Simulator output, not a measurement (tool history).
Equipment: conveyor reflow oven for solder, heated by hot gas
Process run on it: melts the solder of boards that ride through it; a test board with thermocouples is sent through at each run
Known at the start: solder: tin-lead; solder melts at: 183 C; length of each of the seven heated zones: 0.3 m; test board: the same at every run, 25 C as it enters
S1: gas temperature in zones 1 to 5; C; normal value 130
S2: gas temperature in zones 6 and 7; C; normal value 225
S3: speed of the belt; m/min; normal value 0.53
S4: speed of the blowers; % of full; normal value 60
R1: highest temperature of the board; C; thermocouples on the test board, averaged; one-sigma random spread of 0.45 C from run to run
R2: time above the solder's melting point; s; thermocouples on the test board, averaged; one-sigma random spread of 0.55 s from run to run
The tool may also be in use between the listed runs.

Run 1, hour 0: usual settings. Result: R1 205.7 C, R2 37.8 s.
Run 2, hour 5.7: usual settings. Result: R1 205.9 C, R2 37.6 s.
Run 3, hour 15.3: usual settings. Result: R1 205.9 C, R2 37.8 s.
Run 4, hour 26.4: usual settings but S3 0.606 m/min. Result: R1 201.2 C, R2 27.4 s.
Run 5, hour 36.3: usual settings but S3 0.606 m/min. Result: R1 200.7 C, R2 27.5 s.
Run 6, hour 47.1: usual settings but S2 219 C. Result: R1 200.5 C, R2 33.3 s.
Run 7, hour 55.1: usual settings but S4 58 % of full. Result: R1 204.4 C, R2 38 s.
Run 8, hour 65.5: usual settings. Result: R1 205.6 C, R2 37.4 s.
Run 9, hour 77.2: usual settings. Result: R1 205.2 C, R2 39 s.
Run 10, hour 86: usual settings. Result: R1 205.6 C, R2 37.8 s.
Run 11, hour 94.4: usual settings but S1 127 C, S3 0.501 m/min. Result: R1 206.8 C, R2 41.5 s.
Run 12, hour 99.2: usual settings but S1 127 C, S3 0.501 m/min. Result: R1 206.3 C, R2 42.1 s.
Run 13, hour 110.1: usual settings but S1 145 C, S3 0.491 m/min. Result: R1 211.5 C, R2 52.1 s.
Run 14, hour 118.6: usual settings but S1 145 C, S3 0.491 m/min. Result: R1 211 C, R2 51.5 s.
Run 15, hour 126.7: usual settings but S1 145 C, S3 0.491 m/min. Result: R1 210.7 C, R2 51.4 s.
Run 16, hour 131.7: usual settings but S1 139 C, S2 232 C, S3 0.454 m/min. Result: R1 218.1 C, R2 60.8 s.
Run 17, hour 142.9: usual settings but S2 237 C. Result: R1 215.4 C, R2 47.2 s.
Run 18, hour 152.4: usual settings but S1 139 C, S2 228 C, S3 0.472 m/min. Result: R1 212.9 C, R2 55.2 s.
At hour 162.4: flux residue cleaned out of gas plates and filters.
Run 19, hour 163.7: usual settings but S1 139 C, S2 228 C, S3 0.472 m/min. Result: R1 214.2 C, R2 55.9 s.

Here are 5 independent what-if runs from the current tool condition. What would each one return?
Run A, hour 174.4: usual settings but S1 139 C, S2 228 C, S3 0.472 m/min, S4 67 % of full. Result: R1 ?, R2 ?.
Run B, hour 174.4: usual settings but S4 61 % of full. Result: R1 ?, R2 ?.
Run C, hour 174.4: usual settings but S3 0.589 m/min. Result: R1 ?, R2 ?.
Run D, hour 174.4: usual settings but S1 139 C, S2 228 C, S3 0.472 m/min, S4 52 % of full. Result: R1 ?, R2 ?.
Run E, hour 174.4: usual settings but S1 139 C, S2 228 C, S3 0.472 m/min, S4 81 % of full. Result: R1 ?, R2 ?.

run     R1    R2
  A  214.7    57
  B  206.8  38.7
  C  201.7  29.7
  D    211  51.9
  E  218.5  59.7
Stripped of hidden state, with their random variation kept, the same runs would have yielded:
run     R1    R2
  A  214.8    57
  B  206.9  38.8
  C  201.7  29.7
  D  211.1    52
  E  218.6  59.7
